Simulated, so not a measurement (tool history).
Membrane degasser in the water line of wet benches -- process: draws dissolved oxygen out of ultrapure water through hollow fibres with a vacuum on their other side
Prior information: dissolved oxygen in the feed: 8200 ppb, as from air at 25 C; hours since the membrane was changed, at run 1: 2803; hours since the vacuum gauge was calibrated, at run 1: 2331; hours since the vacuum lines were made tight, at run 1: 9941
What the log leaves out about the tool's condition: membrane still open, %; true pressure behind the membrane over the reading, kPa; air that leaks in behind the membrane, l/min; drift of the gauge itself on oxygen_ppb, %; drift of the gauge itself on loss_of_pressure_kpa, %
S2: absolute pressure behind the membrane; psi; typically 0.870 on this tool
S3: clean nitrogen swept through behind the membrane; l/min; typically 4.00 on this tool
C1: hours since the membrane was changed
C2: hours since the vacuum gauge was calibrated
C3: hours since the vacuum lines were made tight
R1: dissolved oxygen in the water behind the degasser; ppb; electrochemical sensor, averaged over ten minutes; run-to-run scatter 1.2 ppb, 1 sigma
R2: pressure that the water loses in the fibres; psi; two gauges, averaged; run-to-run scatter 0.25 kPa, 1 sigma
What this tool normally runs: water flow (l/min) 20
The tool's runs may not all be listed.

run 1 hour=0.0 | water_flow_(l/min)=20 S2=0.870 S3=4.00 | C1=2803 C2=2331 C3=9941 | R1=129.5 R2=9.858
run 2 hour=85.3 | water_flow_(l/min)=20 S2=0.870 S3=4.00 | C1=2888 C2=2416 C3=10026 | R1=133.2 R2=9.778
run 3 hour=136.2 | water_flow_(l/min)=20 S2=0.870 S3=4.00 | C1=2939 C2=2467 C3=10077 | R1=131.1 R2=9.838
run 4 hour=234.5 | water_flow_(l/min)=20 S2=0.870 S3=4.00 | C1=3037 C2=2565 C3=10176 | R1=134.3 R2=9.796
run 5 hour=320.8 | water_flow_(l/min)=20 S2=1.227 S3=4.00 | C1=3124 C2=2652 C3=10262 | R1=162.4 R2=9.845
run 6 hour=385.9 | water_flow_(l/min)=20 S2=1.227 S3=4.00 | C1=3189 C2=2717 C3=10327 | R1=161.6 R2=9.913
run 7 hour=469.3 | water_flow_(l/min)=19 S2=1.418 S3=1.81 | C1=3272 C2=2800 C3=10410 | R1=258.1 R2=9.332
run 8 hour=560.3 | water_flow_(l/min)=18 S2=2.009 S3=1.77 | C1=3363 C2=2891 C3=10501 | R1=330.1 R2=8.873
run 9 hour=638.0 | water_flow_(l/min)=14 S2=0.870 S3=4.00 | C1=3441 C2=2969 C3=10579 | R1=79.0 R2=6.878
run 10 hour=735.8 | water_flow_(l/min)=14 S2=0.870 S3=4.00 | C1=3539 C2=3067 C3=10677 | R1=78.0 R2=6.920
run 11 hour=821.9 | water_flow_(l/min)=14 S2=0.870 S3=4.00 | C1=3625 C2=3153 C3=10763 | R1=78.1 R2=6.899
run 12 hour=871.4 | water_flow_(l/min)=30 S2=0.631 S3=4.00 | C1=3674 C2=3202 C3=10813 | R1=204.3 R2=14.775

Each row is a separate what-if for the run after 12, all from the same tool condition, not one after another. Results?
run A hour=939.8 | water_flow_(l/min)=25 S2=0.870 S3=4.00 | C1=3743 C2=3271 C3=10881 | R1=? R2=?
run B hour=939.8 | water_flow_(l/min)=30 S2=2.129 S3=8.58 | C1=3743 C2=3271 C3=10881 | R1=? R2=?
run C hour=939.8 | water_flow_(l/min)=14 S2=0.560 S3=9.33 | C1=3743 C2=3271 C3=10881 | R1=? R2=?
run D hour=939.8 | water_flow_(l/min)=17 S2=0.631 S3=4.00 | C1=3743 C2=3271 C3=10881 | R1=? R2=?

run=A R1=187.5 R2=12.353
run=B R1=281.7 R2=14.800
run=C R1=55.4 R2=6.911
run=D R1=88.0 R2=8.399
Without the tool's unlogged condition, the same runs would have read:
run=A R1=169.3 R2=12.032
run=B R1=261.1 R2=14.414
run=C R1=48.0 R2=6.731
run=D R1=77.0 R2=8.180

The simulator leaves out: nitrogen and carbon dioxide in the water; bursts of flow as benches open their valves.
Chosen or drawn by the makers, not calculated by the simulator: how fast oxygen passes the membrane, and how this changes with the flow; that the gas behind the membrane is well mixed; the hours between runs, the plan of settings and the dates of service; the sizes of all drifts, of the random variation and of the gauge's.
